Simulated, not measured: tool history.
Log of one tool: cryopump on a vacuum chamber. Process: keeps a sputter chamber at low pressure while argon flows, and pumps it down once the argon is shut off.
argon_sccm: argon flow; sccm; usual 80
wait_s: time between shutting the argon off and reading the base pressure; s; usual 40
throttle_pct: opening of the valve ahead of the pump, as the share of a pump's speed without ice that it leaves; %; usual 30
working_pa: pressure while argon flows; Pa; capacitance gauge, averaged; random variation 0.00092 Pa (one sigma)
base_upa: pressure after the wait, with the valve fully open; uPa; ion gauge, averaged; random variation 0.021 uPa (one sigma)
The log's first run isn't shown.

run   hour  argon_sccm  wait_s  throttle_pct  hours of work since the pump was warmed up and emptied  hours of work since the cold head was overhauled  hours of work since the chamber's fittings were tightened  working_pa  base_upa
  2   33.9          80      40            30                                                      58                                               892                                                        928      0.1954      0.88
  3   57.8          80      40            30                                                      76                                               910                                                        946      0.1942      0.89
  4   88.8          80      40            30                                                     100                                               934                                                        970      0.1955      0.83
  5  112.7          80      40            30                                                     118                                               952                                                        988      0.1944      0.95
  6  132.3          80      40            30                                                     133                                               967                                                       1003      0.1954      0.89
     146.5  -- leaking fittings of the chamber tightened, without venting
  7    163          80      40            30                                                     154                                               989                                                         13      0.1977       0.5
  8  196.7          80      40            30                                                     180                                              1014                                                         38      0.1979      0.55
  9  215.5          80      40            30                                                     194                                              1028                                                         52      0.1966      0.54
 10  239.5          80      40            54                                                     213                                              1047                                                         71      0.1114      0.55
 11  271.4          80      40            54                                                     237                                              1071                                                         95      0.1115      0.58
 12  286.8          80     138            30                                                     249                                              1083                                                        107      0.1983      0.31
 13  321.3          80     138            30                                                     275                                              1109                                                        133      0.1995      0.29
 14  336.6          80     138            30                                                     287                                              1121                                                        145      0.1974       0.3
 15  355.7          80     138            30                                                     301                                              1135                                                        159      0.1976       0.3
 16  383.3          80     138            30                                                     322                                              1156                                                        180      0.2008      0.33
 17  412.8          80     138            30                                                     344                                              1178                                                        202      0.2003      0.34
 18  437.5          80     137            30                                                     363                                              1197                                                        221      0.1993      0.38
 19  457.6          68      53            30                                                     379                                              1213                                                        237      0.1702      0.53
 20  481.8         156     142            37                                                     397                                              1231                                                        255      0.3185      0.39
 21  497.4          92      40            39                                                     409                                              1243                                                        267       0.179      0.63
 22  525.1         139      79            26                                                     430                                              1264                                                        288      0.4015      0.47
 23  547.1          57      54            55                                                     447                                              1281                                                        305      0.0806      0.56
 24  566.3          51      40            30                                                     461                                              1295                                                        319      0.1279      0.66

Forecast run 25:
 25  588.2          80     114            51                                                     478                                              1312                                                        336           ?         ?

Run 25 gave working_pa 0.1206 Pa, base_upa 0.47 uPa.
Without the tool's hidden state the same run would have given working_pa 0.1128 Pa, base_upa 0.29 uPa.
